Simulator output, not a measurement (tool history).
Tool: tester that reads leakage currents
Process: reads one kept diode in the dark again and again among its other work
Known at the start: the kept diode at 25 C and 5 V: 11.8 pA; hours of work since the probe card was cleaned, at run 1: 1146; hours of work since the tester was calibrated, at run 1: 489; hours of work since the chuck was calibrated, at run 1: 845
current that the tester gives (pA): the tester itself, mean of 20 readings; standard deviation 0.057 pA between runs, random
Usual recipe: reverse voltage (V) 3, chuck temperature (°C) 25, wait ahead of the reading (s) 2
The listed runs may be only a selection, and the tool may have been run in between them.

| run | hour | reverse voltage (V) | chuck temperature (°C) | wait ahead of the reading (s) | hours of work since the probe card was cleaned | hours of work since the tester was calibrated | hours of work since the chuck was calibrated | current that the tester gives (pA) |
|---|---|---|---|---|---|---|---|---|
| 1 | 0 | 3 | 25 | 2 | 1146 | 489 | 845 | 12.64 |
| 2 | 33.3 | 3 | 25 | 2 | 1160 | 503 | 860 | 12.74 |
| 3 | 62.9 | 3 | 26 | 2 | 1172 | 516 | 872 | 13.58 |
| 4 | 79.5 | 3 | 25 | 0.99 | 1179 | 523 | 879 | 12.78 |
| 5 | 97.4 | 3 | 25 | 2 | 1187 | 530 | 887 | 12.76 |
| 6 | 122.2 | 3 | 25 | 2 | 1198 | 541 | 897 | 12.87 |
| 7 | 142 | 3 | 25 | 2 | 1206 | 549 | 906 | 12.88 |
| 8 | 172.2 | 3 | 25 | 2 | 1219 | 562 | 919 | 12.91 |
| 9 | 200.2 | 3 | 25 | 2 | 1231 | 574 | 931 | 12.88 |
| 10 | 215.4 | 2.27 | 32 | 8.84 | 1237 | 581 | 937 | 17.94 |
| 11 | 238.9 | 3 | 45 | 2 | 1247 | 591 | 947 | 54.81 |
| 12 | 271.1 | 1.03 | 25 | 6.08 | 1261 | 604 | 961 | 6.76 |
| 13 | 289 | 1.03 | 25 | 6.08 | 1269 | 612 | 968 | 6.76 |

Branching from run 13: 5 alternative next runs. What would each branch give?
| A | 315.2 | 1.03 | 26 | 6.08 | 1280 | 623 | 980 | ? |
| B | 315.2 | 1.03 | 36 | 6.08 | 1280 | 623 | 980 | ? |
| C | 315.2 | 3 | 44 | 2 | 1280 | 623 | 980 | ? |
| D | 315.2 | 5.66 | 53 | 4.26 | 1280 | 623 | 980 | ? |
| E | 315.2 | 3 | 35 | 2 | 1280 | 623 | 980 | ? |

| run | current that the tester gives (pA) |
|---|---|
| A | 7.33 |
| B | 15.56 |
| C | 50.99 |
| D | 137.34 |
| E | 26.53 |
Without the tool's hidden state the same runs would have given:
| run | current that the tester gives (pA) |
|---|---|
| A | 5.66 |
| B | 13.02 |
| C | 43.23 |
| D | 119.05 |
| E | 21.2 |
